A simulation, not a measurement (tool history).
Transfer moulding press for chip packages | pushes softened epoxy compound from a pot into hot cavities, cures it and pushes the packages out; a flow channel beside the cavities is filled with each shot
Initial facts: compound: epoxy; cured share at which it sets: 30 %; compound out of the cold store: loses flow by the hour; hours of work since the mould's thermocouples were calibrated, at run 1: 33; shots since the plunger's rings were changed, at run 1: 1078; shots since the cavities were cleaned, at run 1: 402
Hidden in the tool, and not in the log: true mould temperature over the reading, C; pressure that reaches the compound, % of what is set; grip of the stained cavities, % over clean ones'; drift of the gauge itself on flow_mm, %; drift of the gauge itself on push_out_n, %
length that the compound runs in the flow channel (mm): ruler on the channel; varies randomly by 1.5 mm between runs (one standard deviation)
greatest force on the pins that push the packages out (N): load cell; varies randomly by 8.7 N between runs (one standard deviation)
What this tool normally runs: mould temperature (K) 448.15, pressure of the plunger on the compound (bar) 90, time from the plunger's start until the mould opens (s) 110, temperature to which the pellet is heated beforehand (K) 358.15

run   hour  mould temperature (K)  pressure of the plunger on the compound (bar)  time from the plunger's start until the mould opens (s)  temperature to which the pellet is heated beforehand (K)  hours of work since the mould's thermocouples were calibrated  shots since the plunger's rings were changed  shots since the cavities were cleaned  incoming compound's hours out of the cold store  length that the compound runs in the flow channel (mm)  greatest force on the pins that push the packages out (N)
  1      0                 448.15                                             90                                                      110                                                    358.15                                                             33                                          1078                                    402                                             43.6                                                     661                                                        484
  2   22.9                 448.15                                             90                                                      110                                                    358.15                                                             45                                          1292                                    616                                             27.5                                                     691                                                        517
        31  -- cavities cleaned with cleaning compound and waxed
  3   42.9                 448.15                                             90                                                      140                                                    358.15                                                             55                                          1466                                    112                                               11                                                     726                                                        525
  4   67.6                 448.15                                             90                                                      140                                                    358.15                                                             68                                          1697                                    343                                               37                                                     670                                                        534
  5   98.9                 448.15                                             90                                                      110                                                    358.15                                                             85                                          1991                                    637                                             11.2                                                     721                                                        650
     105.2  -- cavities cleaned with cleaning compound and waxed
  6  114.3                 448.15                                             90                                                      110                                                    358.15                                                             92                                          2121                                     85                                             31.1                                                     681                                                        395
  7  130.5                 448.15                                             90                                                      110                                                    368.15                                                            101                                          2273                                    237                                             29.3                                                     680                                                        439
  8  144.6                 448.15                                             90                                                      110                                                    368.15                                                            109                                          2406                                    370                                             19.4                                                     697                                                        462
  9  169.1                 448.15                                             90                                                      110                                                    368.15                                                            122                                          2635                                    599                                             28.6                                                     674                                                        495
     172.7  -- cavities cleaned with cleaning compound and waxed, once more
     192.5  -- plunger's sealing rings changed
 10  202.5                 448.15                                             90                                                      110                                                    368.15                                                            138                                            95                                    257                                             43.4                                                     668                                                        448
 11  226.2                 448.15                                           84.9                                                      110                                                    358.15                                                            150                                           317                                    479                                             31.2                                                     673                                                        487
     249.5  -- cavities cleaned with cleaning compound and waxed
 12  253.6                 448.15                                           84.9                                                      110                                                    358.15                                                            164                                           559                                     38                                             35.4                                                     660                                                        402
 13  279.7                 448.15                                             90                                                      110                                                    358.15                                                            178                                           804                                    283                                             31.9                                                     686                                                        452
 14  297.5                 448.15                                             90                                                      110                                                    358.15                                                            188                                           972                                    451                                             34.5                                                     678                                                        495
       324  -- cavities cleaned with cleaning compound and waxed
 15  328.4                 453.15                                             90                                                      131                                                    352.15                                                            204                                          1246                                     41                                              9.1                                                     716                                                        339
 16  348.1                 453.15                                             90                                                      131                                                    352.15                                                            214                                          1431                                    226                                             14.2                                                     704                                                        386
 17  361.5                 453.15                                             90                                                      131                                                    352.15                                                            221                                          1557                                    352                                             39.5                                                     651                                                        414
 18  378.5                 453.15                                           77.8                                                       97                                                    366.15                                                            231                                          1716                                    511                                               48                                                     588                                                        475
     398.1  -- cavities cleaned with cleaning compound and waxed
 19  402.8                 453.15                                           89.1                                                      110                                                    368.15                                                            243                                          1930                                     44                                             46.5                                                     627                                                        347
 20  422.9                 448.15                                             90                                                      134                                                    352.15                                                            254                                          2118                                    232                                             37.9                                                     661                                                        391
 21  443.5                 448.15                                             90                                                      134                                                    352.15                                                            265                                          2311                                    425                                             13.6                                                     710                                                        428
 22    457                 450.15                                             90                                                      125                                                    358.15                                                            272                                          2438                                    552                                             46.9                                                     637                                                        457
     472.3  -- cavities cleaned with cleaning compound and waxed
 23    474                 450.15                                             90                                                      125                                                    358.15                                                            280                                          2584                                     17                                                9                                                     711                                                        348
     502.3  -- plunger's sealing rings changed
 24  505.2                 448.15                                           73.6                                                      145                                                    358.15                                                            296                                            27                                    285                                             44.6                                                     602                                                        404
 25  538.5                 455.15                                           83.3                                                      145                                                    353.15                                                            313                                           340                                    598                                               11                                                     690                                                        446
     549.8  -- cavities cleaned with cleaning compound and waxed
 26  561.3                 455.15                                           83.3                                                      145                                                    353.15                                                            325                                           539                                    107                                             40.8                                                     631                                                        357
     585.6  -- mould's thermocouples calibrated
 27  592.6                 451.15                                           96.4                                                      129                                                    358.15                                                              4                                           814                                    382                                             22.4                                                     722                                                        401

Each row is a separate what-if for the run after 27, all from the same tool condition, not one after another. Results?
  A  608.7                 448.15                                           83.8                                                       93                                                    358.15                                                             12                                           965                                    533                                               16                                                       ?                                                          ?
  B  608.7                 448.15                                           91.2                                                      110                                                    358.15                                                             12                                           965                                    533                                             39.4                                                       ?                                                          ?
  C  608.7                 445.15                                          103.4                                                      129                                                    351.15                                                             12                                           965                                    533                                             29.6                                                       ?                                                          ?
  D  608.7                 448.15                                             90                                                      118                                                    366.15                                                             12                                           965                                    533                                             40.5                                                       ?                                                          ?
  E  608.7                 448.15                                          108.8                                                      110                                                    358.15                                                             12                                           965                                    533                                              9.7                                                       ?                                                          ?

run  length that the compound runs in the flow channel (mm)  greatest force on the pins that push the packages out (N)
  A                                                     697                                                        669
  B                                                     673                                                        492
  C                                                     749                                                        493
  D                                                     668                                                        473
  E                                                     808                                                        510
With no hidden state in the tool, these same runs would have given:
run  length that the compound runs in the flow channel (mm)  greatest force on the pins that push the packages out (N)
  A                                                     709                                                        507
  B                                                     685                                                        372
  C                                                     762                                                        373
  D                                                     680                                                        358
  E                                                     823                                                        386
